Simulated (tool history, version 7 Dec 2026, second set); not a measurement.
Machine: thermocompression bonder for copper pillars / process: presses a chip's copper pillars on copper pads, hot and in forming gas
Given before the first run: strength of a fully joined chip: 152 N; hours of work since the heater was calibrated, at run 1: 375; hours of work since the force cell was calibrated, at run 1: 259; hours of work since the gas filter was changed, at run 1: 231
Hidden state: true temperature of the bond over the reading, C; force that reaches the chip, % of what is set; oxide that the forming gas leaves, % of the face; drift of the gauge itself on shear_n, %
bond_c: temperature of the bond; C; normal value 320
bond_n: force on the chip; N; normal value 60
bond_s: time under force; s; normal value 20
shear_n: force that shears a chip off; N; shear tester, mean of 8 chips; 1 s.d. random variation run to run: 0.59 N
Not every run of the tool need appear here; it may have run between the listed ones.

run,hour,bond_c,bond_n,bond_s,hours of work since the heater was calibrated,hours of work since the force cell was calibrated,hours of work since the gas filter was changed,shear_n
1,0.0,320,60,20,375,259,231,80.6
2,16.3,320,60,20,384,268,240,79.3
3,31.0,320,60,20,393,276,249,79.3
4,56.1,320,50,20,406,290,262,68.4
5,69.0,320,60,53,414,297,269,105.1
# hour 77.0: forming gas filter changed
6,90.2,320,60,36,425,308,7,98.4
7,102.2,320,60,36,432,315,14,98.2
8,119.3,320,60,36,441,324,23,98.7
9,131.7,320,60,36,448,331,30,98.5
10,143.7,320,60,36,455,338,37,97.5
11,166.2,320,77,36,467,350,49,112.2
12,189.6,320,77,36,480,363,62,112.9
13,204.0,320,77,36,488,371,70,112.8
14,216.5,320,77,36,495,378,77,110.8
15,230.6,320,77,36,502,386,85,110.8
16,250.5,320,77,36,513,397,96,110.4
17,269.4,329,60,20,524,407,106,86.8
18,294.2,320,60,20,538,421,120,79.6
19,318.5,329,60,20,551,434,133,85.7
20,338.7,329,60,20,562,446,144,83.9
21,358.5,344,60,25,573,456,155,100.1
22,382.2,303,39,59,586,470,168,68.1
23,394.8,303,39,59,593,476,175,68.3
24,409.0,313,67,60,601,484,183,107.6
25,429.1,313,67,60,612,495,194,109.2
26,442.2,327,57,20,619,503,202,79.3
27,465.0,327,57,20,632,515,214,77.7
# hour 469.4: heater calibrated with a thermocouple chip
28,487.1,327,57,20,10,526,225,84.7
29,505.9,320,49,39,20,537,236,88.5
30,524.3,340,49,22,30,547,246,85.7
31,538.5,320,71,14,38,555,254,83.9
32,551.4,320,66,21,45,562,261,89.6
# hour 575.9: forming gas filter changed
33,576.6,320,51,20,59,575,0,75.3
34,592.3,320,51,20,68,584,9,74.9
35,617.4,320,42,20,81,598,23,63.5
36,628.7,326,60,11,88,604,29,72.9
37,650.1,326,60,11,99,616,41,72.7
38,673.4,326,60,11,112,629,54,72.2
39,687.1,349,60,28,120,636,61,112.0

4 options for the next run, each taken on its own from the tool as it stands now. Forecast them:
A,702.6,333,60,12,128,645,70,?
B,702.6,349,67,28,128,645,70,?
C,702.6,295,48,28,128,645,70,?
D,702.6,346,43,19,128,645,70,?

run,shear_n
A,78.4
B,118.1
C,61.9
D,78.2
With no hidden state in the tool, these same runs would have given:
run,shear_n
A,83.4
B,123.1
C,66.7
D,83.2

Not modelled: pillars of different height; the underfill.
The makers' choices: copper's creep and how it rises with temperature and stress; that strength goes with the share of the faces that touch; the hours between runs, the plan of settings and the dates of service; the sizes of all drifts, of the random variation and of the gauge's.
